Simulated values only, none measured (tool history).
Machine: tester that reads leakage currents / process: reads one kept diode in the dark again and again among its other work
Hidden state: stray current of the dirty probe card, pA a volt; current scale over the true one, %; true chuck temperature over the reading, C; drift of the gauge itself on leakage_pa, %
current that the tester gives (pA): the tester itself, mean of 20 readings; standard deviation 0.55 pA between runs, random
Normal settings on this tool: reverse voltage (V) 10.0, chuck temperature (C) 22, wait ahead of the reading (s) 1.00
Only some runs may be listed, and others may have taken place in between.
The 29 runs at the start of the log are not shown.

run	hour	reverse voltage (V)	chuck temperature (C)	wait ahead of the reading (s)	hours of work since the probe card was cleaned	hours of work since the tester was calibrated	hours of work since the chuck was calibrated	current that the tester gives (pA)
30	3526.6	2.6	27	1.85	2797	182	556	170.16
31	3617.5	10.0	22	0.57	2838	222	597	192.76
32	3766.1	10.0	22	0.38	2904	289	663	194.39
33	3933.4	17.0	22	1.00	2979	363	738	243.61
34	4040.6	17.0	22	1.00	3027	411	786	243.63
# hour 4137.4: probe card cleaned and baked
# hour 4201.6: chuck's temperature calibrated
35	4204.6	17.0	22	1.00	29	482	1	222.20
36	4349.5	2.5	23	3.25	94	547	66	118.86
37	4443.7	15.9	60	3.38	136	589	108	5143.60
38	4581.6	5.0	22	1.00	198	651	170	138.89
39	4724.2	5.0	22	1.00	261	715	234	138.18
40	4834.5	5.0	22	1.00	311	764	283	137.33

Forecast each of these 3 alternatives for the next run:
A	4982.4	8.3	22	1.00	377	830	349	?
B	4982.4	13.8	39	3.51	377	830	349	?
C	4982.4	1.5	54	0.34	377	830	349	?

run	current that the tester gives (pA)
A	165.87
B	908.68
C	1331.12
Take away the tool's hidden state, keep each run's random variation, and the runs would have read:
run	current that the tester gives (pA)
A	169.22
B	933.83
C	1370.33
